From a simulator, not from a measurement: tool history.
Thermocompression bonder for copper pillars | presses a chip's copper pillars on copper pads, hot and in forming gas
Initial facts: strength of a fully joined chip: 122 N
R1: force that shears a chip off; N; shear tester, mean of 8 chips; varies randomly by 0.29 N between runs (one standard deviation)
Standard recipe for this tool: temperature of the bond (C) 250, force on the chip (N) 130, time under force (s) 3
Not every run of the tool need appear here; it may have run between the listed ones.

Run 1, hour 0: usual settings. Result: R1 86.4 N.
Run 2, hour 10.8: usual settings but force on the chip (N) 142. Result: R1 89.3 N.
Run 3, hour 19.2: usual settings but force on the chip (N) 142. Result: R1 89.1 N.
Run 4, hour 29.7: usual settings but force on the chip (N) 142. Result: R1 88.1 N.
Run 5, hour 35.3: usual settings but force on the chip (N) 142. Result: R1 88.4 N.
Run 6, hour 45.6: usual settings but force on the chip (N) 142. Result: R1 88.5 N.
Run 7, hour 55.6: usual settings. Result: R1 85.4 N.
Run 8, hour 60.5: usual settings. Result: R1 85.8 N.
Run 9, hour 65.5: usual settings but temperature of the bond (C) 268. Result: R1 98.9 N.
Run 10, hour 74.6: usual settings but temperature of the bond (C) 268. Result: R1 98.4 N.
Run 11, hour 83.7: usual settings but temperature of the bond (C) 268. Result: R1 97.6 N.
Run 12, hour 93.1: usual settings but temperature of the bond (C) 268. Result: R1 98.9 N.
Run 13, hour 101.2: usual settings but temperature of the bond (C) 268. Result: R1 98.4 N.
Run 14, hour 111.8: usual settings but temperature of the bond (C) 272. Result: R1 100.3 N.
Run 15, hour 120.5: usual settings but temperature of the bond (C) 255. Result: R1 88.3 N.
Run 16, hour 125.3: usual settings but temperature of the bond (C) 255. Result: R1 88.8 N.
At hour 130.3: gauge calibrated.
Run 17, hour 134.1: usual settings but time under force (s) 2. Result: R1 77.6 N.
Run 18, hour 143.8: usual settings but time under force (s) 2. Result: R1 77.7 N.
Run 19, hour 149.1: usual settings but time under force (s) 2. Result: R1 78.1 N.
Run 20, hour 159.3: usual settings but temperature of the bond (C) 252, force on the chip (N) 98, time under force (s) 8. Result: R1 99.8 N.
Run 21, hour 171: usual settings but temperature of the bond (C) 241, force on the chip (N) 159, time under force (s) 2. Result: R1 75.8 N.
Run 22, hour 181.2: usual settings but temperature of the bond (C) 227, force on the chip (N) 104, time under force (s) 2. Result: R1 52.1 N.
Run 23, hour 188.4: usual settings but temperature of the bond (C) 255, force on the chip (N) 156, time under force (s) 5. Result: R1 103 N.
Run 24, hour 195.5: usual settings but force on the chip (N) 96. Result: R1 77.2 N.
Run 25, hour 205.2: usual settings but force on the chip (N) 108. Result: R1 80.4 N.
Run 26, hour 210.8: usual settings but temperature of the bond (C) 262, force on the chip (N) 117, time under force (s) 8. Result: R1 108.3 N.
Run 27, hour 222.2: usual settings but temperature of the bond (C) 241, force on the chip (N) 113, time under force (s) 2. Result: R1 64.9 N.
Run 28, hour 232.2: usual settings but temperature of the bond (C) 274, force on the chip (N) 87. Result: R1 91.7 N.
Run 29, hour 239.2: usual settings but temperature of the bond (C) 235, force on the chip (N) 134. Result: R1 72.8 N.
Run 30, hour 248.8: usual settings but temperature of the bond (C) 235, force on the chip (N) 134. Result: R1 73.2 N.
Run 31, hour 260.3: usual settings but temperature of the bond (C) 235, force on the chip (N) 134. Result: R1 73.1 N.
Run 32, hour 269.3: usual settings but temperature of the bond (C) 238, time under force (s) 2. Result: R1 66.1 N.
Run 33, hour 278.9: usual settings but temperature of the bond (C) 238, time under force (s) 4. Result: R1 80.7 N.
Run 34, hour 287: usual settings but temperature of the bond (C) 238, time under force (s) 4. Result: R1 80.2 N.
Run 35, hour 298.3: usual settings but temperature of the bond (C) 238, force on the chip (N) 139, time under force (s) 9. Result: R1 98.1 N.
Run 36, hour 308.5: usual settings but temperature of the bond (C) 238, force on the chip (N) 139, time under force (s) 9. Result: R1 97.8 N.
Run 37, hour 317.4: usual settings but temperature of the bond (C) 240, force on the chip (N) 89, time under force (s) 2. Result: R1 56.5 N.

Below are 5 alternative next runs, each starting from the tool's condition after run 37. Predict each:
Run A, hour 327.3: usual settings but temperature of the bond (C) 270, force on the chip (N) 148. Result: R1 ?.
Run B, hour 327.3: usual settings but temperature of the bond (C) 227, force on the chip (N) 110, time under force (s) 2. Result: R1 ?.
Run C, hour 327.3: usual settings. Result: R1 ?.
Run D, hour 327.3: usual settings but force on the chip (N) 172, time under force (s) 2. Result: R1 ?.
Run E, hour 327.3: usual settings but temperature of the bond (C) 244, time under force (s) 9. Result: R1 ?.

run     R1
  A  100.2
  B   51.9
  C   83.1
  D   82.9
  E   99.8
Stripped of hidden state, with their random variation kept, the same runs would have yielded:
run     R1
  A  104.3
  B     54
  C   86.5
  D   86.3
  E    104
